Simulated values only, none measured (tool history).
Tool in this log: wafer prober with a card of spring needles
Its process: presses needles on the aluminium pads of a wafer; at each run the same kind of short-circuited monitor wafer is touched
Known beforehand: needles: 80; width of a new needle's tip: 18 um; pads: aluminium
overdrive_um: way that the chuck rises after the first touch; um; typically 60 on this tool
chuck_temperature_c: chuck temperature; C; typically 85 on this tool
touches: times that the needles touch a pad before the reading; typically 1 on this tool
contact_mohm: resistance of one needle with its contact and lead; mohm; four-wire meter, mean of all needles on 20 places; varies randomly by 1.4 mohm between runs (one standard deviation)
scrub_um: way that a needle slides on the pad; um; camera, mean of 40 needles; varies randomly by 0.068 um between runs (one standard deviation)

| run | hour | overdrive_um | chuck_temperature_c | touches | contact_mohm | scrub_um |
|---|---|---|---|---|---|---|
| 1 | 0.0 | 60 | 85 | 1 | 414 | 15.43 |
|  | 2.6 | tips cleaned on abrasive film |
|  | 14.5 | tips cleaned on abrasive film |
| 2 | 21.4 | 60 | 85 | 2 | 268 | 15.36 |
|  | 25.8 | tips cleaned on abrasive film |
|  | 37.5 | tips cleaned on abrasive film |
|  | 48.4 | tips cleaned on abrasive film |
| 3 | 55.2 | 40 | 85 | 2 | 483 | 9.84 |
|  | 60.3 | tips cleaned on abrasive film |
|  | 71.5 | tips cleaned on abrasive film |
|  | 83.7 | tips cleaned on abrasive film |
| 4 | 93.5 | 43 | 85 | 1 | 706 | 10.73 |
|  | 96.1 | tips cleaned on abrasive film |
|  | 107.8 | tips cleaned on abrasive film |
|  | 118.5 | tips cleaned on abrasive film |
| 5 | 118.5 | 43 | 85 | 1 | 193 | 10.69 |
|  | 126.3 | height of the first contact set anew |
|  | 131.2 | tips cleaned on abrasive film |
|  | 142.7 | tips cleaned on abrasive film |
|  | 154.5 | tips cleaned on abrasive film |
| 6 | 160.5 | 43 | 85 | 1 | 621 | 10.42 |
|  | 165.6 | tips cleaned on abrasive film |
|  | 177.2 | tips cleaned on abrasive film |
|  | 189.3 | tips cleaned on abrasive film |
|  | 201.7 | tips cleaned on abrasive film |
| 7 | 203.4 | 43 | 85 | 1 | 333 | 10.37 |
|  | 212.3 | tips cleaned on abrasive film |
| 8 | 222.1 | 76 | 85 | 1 | 320 | 19.10 |
|  | 224.7 | tips cleaned on abrasive film |
|  | 236.9 | tips cleaned on abrasive film |
|  | 249.4 | tips cleaned on abrasive film |
|  | 260.6 | tips cleaned on abrasive film |
| 9 | 260.6 | 76 | 85 | 1 | 151 | 18.99 |
|  | 271.9 | tips cleaned on abrasive film |
|  | 282.3 | tips cleaned on abrasive film |
| 10 | 282.3 | 76 | 85 | 1 | 149 | 18.88 |
|  | 294.7 | tips cleaned on abrasive film |
|  | 306.6 | tips cleaned on abrasive film |
| 11 | 314.8 | 76 | 85 | 1 | 311 | 18.82 |
|  | 317.4 | tips cleaned on abrasive film |
|  | 322.7 | height of the first contact set anew, once more |
|  | 329.9 | tips cleaned on abrasive film |
| 12 | 335.0 | 76 | 85 | 1 | 263 | 20.24 |
|  | 340.1 | tips cleaned on abrasive film |
|  | 352.1 | tips cleaned on abrasive film |
| 13 | 361.7 | 60 | 85 | 1 | 419 | 15.87 |
|  | 363.6 | tips cleaned on abrasive film |
|  | 375.4 | tips cleaned on abrasive film |
|  | 387.8 | tips cleaned on abrasive film |
| 14 | 388.8 | 60 | 85 | 1 | 210 | 15.68 |
|  | 399.6 | tips cleaned on abrasive film |
|  | 411.4 | tips cleaned on abrasive film |
| 15 | 413.3 | 60 | 85 | 1 | 233 | 15.69 |
|  | 422.6 | tips cleaned on abrasive film |
|  | 434.9 | tips cleaned on abrasive film |
|  | 446.3 | tips cleaned on abrasive film |
| 16 | 453.2 | 60 | 26 | 2 | 290 | 15.71 |
|  | 458.3 | tips cleaned on abrasive film |
|  | 470.6 | tips cleaned on abrasive film |
|  | 482.1 | tips cleaned on abrasive film |
| 17 | 491.3 | 60 | 42 | 2 | 309 | 15.49 |
|  | 493.8 | tips cleaned on abrasive film |
|  | 503.8 | tips cleaned on abrasive film |
|  | 515.3 | tips cleaned on abrasive film |
| 18 | 523.0 | 51 | 34 | 1 | 515 | 13.01 |
|  | 525.5 | tips cleaned on abrasive film |
|  | 537.8 | tips cleaned on abrasive film |
| 19 | 543.1 | 51 | 34 | 1 | 486 | 13.02 |
|  | 547.9 | tips cleaned on abrasive film |
|  | 559.7 | tips cleaned on abrasive film |
| 20 | 560.6 | 51 | 34 | 3 | 169 | 12.91 |
|  | 569.9 | tips cleaned on abrasive film |
|  | 582.0 | tips cleaned on abrasive film |
| 21 | 587.7 | 44 | 85 | 2 | 435 | 11.01 |
|  | 592.4 | tips cleaned on abrasive film |
|  | 604.6 | tips cleaned on abrasive film |
| 22 | 612.7 | 48 | 31 | 3 | 307 | 11.89 |
|  | 615.3 | tips cleaned on abrasive film |
|  | 627.6 | tips cleaned on abrasive film |
| 23 | 631.7 | 42 | 27 | 3 | 307 | 10.34 |
|  | 638.8 | tips cleaned on abrasive film |
|  | 650.9 | tips cleaned on abrasive film |
| 24 | 653.9 | 78 | 121 | 1 | 228 | 19.91 |
|  | 661.1 | tips cleaned on abrasive film |
|  | 672.5 | tips cleaned on abrasive film |
|  | 683.7 | tips cleaned on abrasive film |
| 25 | 683.9 | 45 | 80 | 1 | 213 | 11.10 |
|  | 695.4 | tips cleaned on abrasive film |
|  | 695.7 | height of the first contact set anew |
|  | 706.8 | tips cleaned on abrasive film |
| 26 | 708.1 | 58 | 44 | 1 | 234 | 15.52 |
|  | 718.2 | tips cleaned on abrasive film |
|  | 730.2 | tips cleaned on abrasive film |
|  | 742.8 | tips cleaned on abrasive film |
| 27 | 746.2 | 78 | 94 | 2 | 202 | 20.57 |
|  | 753.4 | tips cleaned on abrasive film |
|  | 765.0 | tips cleaned on abrasive film |
| 28 | 765.0 | 78 | 94 | 2 | 143 | 20.52 |

Predict each of these 4 candidate next runs independently; none follows another, all start after run 28:
|  | 776.5 | tips cleaned on abrasive film |
| A | 783.9 | 67 | 25 | 2 | ? | ? |
|  | 776.5 | tips cleaned on abrasive film |
| B | 783.9 | 60 | 107 | 3 | ? | ? |
|  | 776.5 | tips cleaned on abrasive film |
| C | 783.9 | 78 | 94 | 2 | ? | ? |
|  | 776.5 | tips cleaned on abrasive film |
| D | 783.9 | 75 | 49 | 3 | ? | ? |

| run | contact_mohm | scrub_um |
|---|---|---|
| A | 275 | 17.51 |
| B | 237 | 15.76 |
| C | 234 | 20.43 |
| D | 194 | 19.81 |
The same runs, with their run-to-run variation unchanged, on a tool lacking any hidden condition would have given:
| run | contact_mohm | scrub_um |
|---|---|---|
| A | 119 | 17.69 |
| B | 132 | 15.94 |
| C | 127 | 20.61 |
| D | 118 | 19.99 |
